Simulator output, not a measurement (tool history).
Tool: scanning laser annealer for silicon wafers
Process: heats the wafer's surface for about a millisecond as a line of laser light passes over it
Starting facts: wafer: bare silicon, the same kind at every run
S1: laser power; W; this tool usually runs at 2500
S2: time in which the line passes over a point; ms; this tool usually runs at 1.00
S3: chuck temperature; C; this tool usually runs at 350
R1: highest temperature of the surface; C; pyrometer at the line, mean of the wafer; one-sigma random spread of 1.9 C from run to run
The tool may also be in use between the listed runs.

Run 1, hour 0.0: usual settings. Result: R1 1104 C.
Run 2, hour 7.8: usual settings. Result: R1 1109 C.
Run 3, hour 14.8: usual settings. Result: R1 1104 C.
Run 4, hour 23.0: usual settings but S2 0.94 ms. Result: R1 1086 C.
Run 5, hour 32.5: usual settings but S2 0.94 ms, S3 326 C. Result: R1 1058 C.
Run 6, hour 41.5: usual settings. Result: R1 1103 C.
Run 7, hour 49.8: usual settings. Result: R1 1106 C.
Run 8, hour 56.4: usual settings. Result: R1 1101 C.
Run 9, hour 65.1: usual settings but S1 2553 W, S2 0.84 ms, S3 375 C. Result: R1 1091 C.
Run 10, hour 71.0: usual settings but S1 2553 W, S2 0.84 ms, S3 375 C. Result: R1 1091 C.
Run 11, hour 79.0: usual settings but S1 2525 W, S2 0.84 ms, S3 375 C. Result: R1 1084 C.
Run 12, hour 86.5: usual settings but S1 2525 W, S2 0.84 ms, S3 375 C. Result: R1 1077 C.
Run 13, hour 93.8: usual settings but S1 2638 W, S2 0.96 ms, S3 376 C. Result: R1 1160 C.
Run 14, hour 102.2: usual settings but S1 2638 W, S2 0.96 ms, S3 376 C. Result: R1 1158 C.
Run 15, hour 110.8: usual settings but S1 2637 W, S2 1.25 ms, S3 321 C. Result: R1 1198 C.
Run 16, hour 116.3: usual settings but S1 2439 W, S2 0.75 ms, S3 337 C. Result: R1 988 C.

Alternative continuations, all from the tool just after run 16; predict every row:
Run A, hour 125.8: usual settings but S1 2439 W, S2 1.12 ms, S3 369 C. Result: R1 ?.
Run B, hour 125.8: usual settings but S1 2429 W, S2 1.10 ms, S3 327 C. Result: R1 ?.
Run C, hour 125.8: usual settings but S1 2612 W, S2 0.95 ms, S3 330 C. Result: R1 ?.
Run D, hour 125.8: usual settings but S1 2317 W, S3 340 C. Result: R1 ?.
Run E, hour 125.8: usual settings but S1 2331 W, S2 1.15 ms, S3 337 C. Result: R1 ?.

run    R1
  A  1139
  B  1089
  C  1099
  D  1030
  E  1079
What these runs would have given with no unlogged condition in the tool:
run    R1
  A  1151
  B  1101
  C  1112
  D  1042
  E  1091
